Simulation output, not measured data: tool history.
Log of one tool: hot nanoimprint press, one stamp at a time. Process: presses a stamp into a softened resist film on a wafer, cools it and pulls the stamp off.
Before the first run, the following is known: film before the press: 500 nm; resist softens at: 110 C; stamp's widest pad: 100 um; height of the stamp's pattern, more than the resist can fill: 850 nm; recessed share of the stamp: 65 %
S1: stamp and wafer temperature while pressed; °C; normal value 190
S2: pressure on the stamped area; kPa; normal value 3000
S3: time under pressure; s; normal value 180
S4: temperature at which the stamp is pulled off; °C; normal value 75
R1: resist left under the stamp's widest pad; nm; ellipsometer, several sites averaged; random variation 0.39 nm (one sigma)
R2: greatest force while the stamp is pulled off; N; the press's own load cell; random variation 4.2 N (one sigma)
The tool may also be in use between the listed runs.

run 1 hour=0 | S1=190 S2=3000 S3=180 S4=75 | R1=294 R2=233
run 2 hour=43 | S1=190 S2=3000 S3=180 S4=75 | R1=292.9 R2=235
-- hour=53.5 plate thermocouple calibrated
run 3 hour=78.7 | S1=190 S2=3000 S3=122 S4=75 | R1=320.8 R2=232
run 4 hour=118.7 | S1=190 S2=3000 S3=122 S4=75 | R1=320.7 R2=248
run 5 hour=155.7 | S1=190 S2=3000 S3=122 S4=75 | R1=321.2 R2=246
run 6 hour=198.4 | S1=190 S2=4600 S3=180 S4=75 | R1=236.8 R2=259
run 7 hour=239.1 | S1=190 S2=3000 S3=180 S4=75 | R1=285.1 R2=257
run 8 hour=273.6 | S1=190 S2=3000 S3=180 S4=75 | R1=284.8 R2=270
run 9 hour=312.1 | S1=190 S2=3000 S3=180 S4=75 | R1=285 R2=263
-- hour=318.5 plate thermocouple calibrated, once more
run 10 hour=358.5 | S1=190 S2=3000 S3=180 S4=75 | R1=304.6 R2=292
run 11 hour=377.9 | S1=190 S2=3000 S3=180 S4=75 | R1=304 R2=290
run 12 hour=416.8 | S1=190 S2=3000 S3=180 S4=75 | R1=303.3 R2=300
run 13 hour=449.2 | S1=190 S2=3000 S3=180 S4=75 | R1=303.6 R2=308
run 14 hour=485.2 | S1=190 S2=3000 S3=180 S4=75 | R1=303.1 R2=319
run 15 hour=513.8 | S1=190 S2=3000 S3=180 S4=75 | R1=303 R2=301
run 16 hour=557.1 | S1=193 S2=3000 S3=180 S4=72 | R1=278.5 R2=346
run 17 hour=586.2 | S1=199 S2=4440 S3=180 S4=74 | R1=196.8 R2=336
run 18 hour=617 | S1=193 S2=2020 S3=175 S4=76 | R1=327.9 R2=321

Run 19, settings as shown, results not yet in. Your forecast:
run 19 hour=641 | S1=193 S2=2020 S3=175 S4=82 | R1=? R2=?

R1: 326.5 nm
R2: 263 N
Minus the tool's unlogged condition, the same run would have read R1 327 nm, R2 160 N.
